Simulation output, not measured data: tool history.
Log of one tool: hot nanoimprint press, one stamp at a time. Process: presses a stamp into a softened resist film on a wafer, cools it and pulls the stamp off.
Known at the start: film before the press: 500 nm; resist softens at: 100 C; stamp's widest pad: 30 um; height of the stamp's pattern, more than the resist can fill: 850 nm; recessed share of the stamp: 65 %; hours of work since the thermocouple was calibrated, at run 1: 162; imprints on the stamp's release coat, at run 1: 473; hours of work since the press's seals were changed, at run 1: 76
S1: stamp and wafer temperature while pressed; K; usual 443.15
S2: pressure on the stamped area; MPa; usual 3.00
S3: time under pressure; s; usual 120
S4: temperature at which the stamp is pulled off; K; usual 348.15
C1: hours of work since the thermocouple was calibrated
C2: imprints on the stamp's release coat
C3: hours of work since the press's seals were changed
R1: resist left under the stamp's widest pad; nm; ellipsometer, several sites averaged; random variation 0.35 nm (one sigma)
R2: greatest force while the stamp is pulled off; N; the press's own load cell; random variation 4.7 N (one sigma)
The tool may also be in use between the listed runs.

| run | hour | S1 | S2 | S3 | S4 | C1 | C2 | C3 | R1 | R2 |
|---|---|---|---|---|---|---|---|---|---|---|
| 1 | 0.0 | 443.15 | 3.00 | 120 | 348.15 | 162 | 473 | 76 | 275.3 | 229 |
| 2 | 10.9 | 443.15 | 3.00 | 120 | 348.15 | 169 | 500 | 83 | 276.4 | 234 |
| 3 | 18.1 | 443.15 | 3.00 | 120 | 348.15 | 174 | 518 | 88 | 276.8 | 232 |
| 4 | 30.9 | 443.15 | 3.00 | 120 | 348.15 | 182 | 550 | 96 | 276.2 | 225 |
| 5 | 38.4 | 443.15 | 3.00 | 120 | 348.15 | 187 | 568 | 101 | 276.2 | 233 |
| 6 | 49.2 | 443.15 | 3.00 | 120 | 343.15 | 194 | 595 | 108 | 276.6 | 257 |
| 7 | 59.0 | 443.15 | 3.00 | 120 | 343.15 | 200 | 620 | 114 | 276.6 | 258 |
| 8 | 68.2 | 452.15 | 3.00 | 120 | 348.15 | 206 | 642 | 120 | 222.1 | 234 |
| 9 | 79.8 | 452.15 | 3.00 | 120 | 348.15 | 214 | 671 | 128 | 222.7 | 239 |
| 10 | 90.3 | 452.15 | 3.00 | 120 | 348.15 | 220 | 697 | 134 | 223.1 | 228 |
| 11 | 101.2 | 452.15 | 3.00 | 120 | 348.15 | 227 | 724 | 141 | 222.9 | 236 |
| 12 | 110.1 | 452.15 | 3.00 | 120 | 348.15 | 233 | 746 | 147 | 223.2 | 230 |
| 13 | 121.7 | 443.15 | 3.00 | 120 | 348.15 | 241 | 775 | 155 | 277.9 | 235 |
| 14 | 133.2 | 443.15 | 3.00 | 234 | 348.15 | 248 | 804 | 162 | 221.8 | 236 |
| 15 | 143.5 | 443.15 | 3.00 | 234 | 348.15 | 255 | 829 | 169 | 222.1 | 229 |
| 16 | 151.1 | 443.15 | 3.00 | 120 | 338.15 | 260 | 848 | 174 | 278.9 | 279 |
| 17 | 159.8 | 438.15 | 2.15 | 120 | 348.15 | 265 | 870 | 179 | 356.3 | 231 |
| 18 | 168.3 | 438.15 | 2.15 | 120 | 348.15 | 271 | 891 | 185 | 356.1 | 242 |
| 19 | 180.2 | 438.15 | 2.15 | 120 | 348.15 | 279 | 921 | 193 | 356.6 | 235 |
| 20 | 192.2 | 438.15 | 2.15 | 133 | 339.15 | 286 | 950 | 200 | 347.8 | 271 |
| 21 | 198.0 | 443.15 | 4.76 | 120 | 338.15 | 290 | 965 | 204 | 223.9 | 280 |
| 22 | 204.8 | 443.15 | 3.02 | 100 | 342.15 | 295 | 982 | 209 | 295.2 | 264 |
| 23 | 215.1 | 443.15 | 3.02 | 100 | 342.15 | 301 | 1007 | 215 | 294.7 | 256 |
| 24 | 222.0 | 443.15 | 3.02 | 100 | 342.15 | 306 | 1024 | 220 | 295.9 | 264 |
| 25 | 235.4 | 443.15 | 3.02 | 100 | 342.15 | 314 | 1058 | 228 | 295.6 | 262 |
|  | 243.4 | plate thermocouple calibrated |
| 26 | 250.6 | 443.15 | 3.02 | 100 | 342.15 | 5 | 1088 | 236 | 296.2 | 272 |
|  | 261.4 | gauge calibrated |
| 27 | 262.8 | 443.15 | 4.51 | 71 | 348.15 | 13 | 1118 | 244 | 271.0 | 233 |
| 28 | 273.7 | 431.15 | 2.50 | 63 | 334.15 | 20 | 1145 | 251 | 427.6 | 302 |
| 29 | 284.9 | 433.15 | 3.17 | 73 | 338.15 | 27 | 1173 | 259 | 382.7 | 273 |
| 30 | 295.6 | 433.15 | 3.17 | 73 | 338.15 | 34 | 1200 | 265 | 383.1 | 279 |
| 31 | 302.7 | 433.15 | 3.17 | 73 | 338.15 | 38 | 1217 | 270 | 383.0 | 279 |

The same runs without the tool's hidden state, with the same run-to-run variation:
The hidden state here: true temperature over the reading, C; pressure that arrives at the usual setting, %; grip of the stamp's worn release coat, % over a new coat's; drift of the gauge itself on residual_nm, %; drift of the gauge itself on pull_off_n, %.
| run | R1 |
|---|---|
| 1 | 275.4 |
| 2 | 276.3 |
| 3 | 276.5 |
| 4 | 275.7 |
| 5 | 275.5 |
| 6 | 275.7 |
| 7 | 275.4 |
| 8 | 221.1 |
| 9 | 221.5 |
| 10 | 221.7 |
| 11 | 221.3 |
| 12 | 221.5 |
| 13 | 275.5 |
| 14 | 219.7 |
| 15 | 219.9 |
| 16 | 275.9 |
| 17 | 352.2 |
| 18 | 351.8 |
| 19 | 352.0 |
| 20 | 343.0 |
| 21 | 220.7 |
| 22 | 290.8 |
| 23 | 290.1 |
| 24 | 291.1 |
| 25 | 290.6 |
| 26 | 290.7 |
| 27 | 270.9 |
| 28 | 427.2 |
| 29 | 382.0 |
| 30 | 382.1 |
| 31 | 381.8 |
R2: within 2 N of the measured result in every run.
